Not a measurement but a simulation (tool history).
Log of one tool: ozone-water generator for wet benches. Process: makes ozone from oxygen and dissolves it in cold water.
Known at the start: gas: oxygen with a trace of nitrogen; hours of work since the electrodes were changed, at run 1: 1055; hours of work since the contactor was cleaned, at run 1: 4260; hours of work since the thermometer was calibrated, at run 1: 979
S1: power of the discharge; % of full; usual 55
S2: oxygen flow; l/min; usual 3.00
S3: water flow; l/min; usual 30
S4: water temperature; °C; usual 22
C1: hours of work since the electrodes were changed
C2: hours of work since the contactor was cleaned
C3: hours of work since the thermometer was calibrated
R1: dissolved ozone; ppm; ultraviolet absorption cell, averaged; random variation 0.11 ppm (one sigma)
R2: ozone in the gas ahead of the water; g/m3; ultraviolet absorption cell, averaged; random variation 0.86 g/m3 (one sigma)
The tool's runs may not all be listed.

run    hour  S1    S2  S3  S4    C1    C2    C3    R1     R2
  1     0.0  55  3.00  30  22  1055  4260   979   7.8  137.2
  2    47.0  55  3.00  30  22  1093  4298  1017   7.7  134.9
  3   113.1  55  3.00  30  22  1147  4352  1071   7.5  135.1
  4   201.7  55  3.00  30  22  1218  4424  1143   7.8  134.6
  5   270.7  55  3.00  30  22  1274  4479  1198   7.6  135.7
  6   320.2  55  3.00  30  22  1314  4519  1238   7.7  136.7
  7   401.3  55  3.00  30  22  1380  4585  1304   7.6  134.7
  8   481.1  55  3.00  30  22  1445  4650  1369   7.8  137.1
      492.5  -- contactor cleaned
  9   550.5  44  3.00  30  22  1498    47  1422   6.2  112.6
 10   622.8  55  3.00  30  22  1556   106  1480   7.4  136.4
      680.4  -- contactor cleaned, once more
 11   716.3  55  3.00  30  22  1629    29  1553   8.0  134.6
 12   805.7  55  3.00  30  22  1701   102  1625   8.1  133.2
 13   843.9  66  4.21  30  22  1732   132  1656   9.7  130.0
 14   896.1  55  3.00  20  22  1774   175  1698  11.3  133.3
 15   953.5  55  3.00  20  22  1821   221  1745  11.3  134.5
 16   994.9  55  3.00  30  15  1854   255  1778   8.4  133.8
 17  1074.0  55  3.00  27  19  1918   319  1842   8.5  132.6

Forecast run 18:
 18  1161.9  55  2.58  32  29  1990  390  1914   ?   ?

Run 18 gave R1 6.8 ppm, R2 145.8 g/m3.
Without the tool's hidden state the same run would have given R1 7.1 ppm, R2 151.7 g/m3.
